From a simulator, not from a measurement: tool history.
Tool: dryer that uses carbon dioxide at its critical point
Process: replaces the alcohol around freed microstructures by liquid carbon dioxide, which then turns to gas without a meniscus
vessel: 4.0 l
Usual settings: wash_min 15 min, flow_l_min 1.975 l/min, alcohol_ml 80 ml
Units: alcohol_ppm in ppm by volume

run   hour  wash_min  flow_l_min  alcohol_ml  alcohol_ppm
  1      0        15       1.975          80          154
  2   23.1        15       1.975          80          157
  3   36.8        15        2.42          80          145
  4   59.1        15        2.42          80          156
  5   81.1        15        2.42          80          166
  6   98.4        15        2.42          80          177
  7  119.1        15        2.42          80          172
  8  135.5        20        1.54         101          193
  9  149.5        12        1.88         106          364

Run 10 comes next. What will it give?
 10  176.4        14        1.23          29            ?

{"run 10": {"alcohol_ppm": 350}}
Without the tool's hidden state the same run would have given alcohol_ppm 115 ppm by volume.
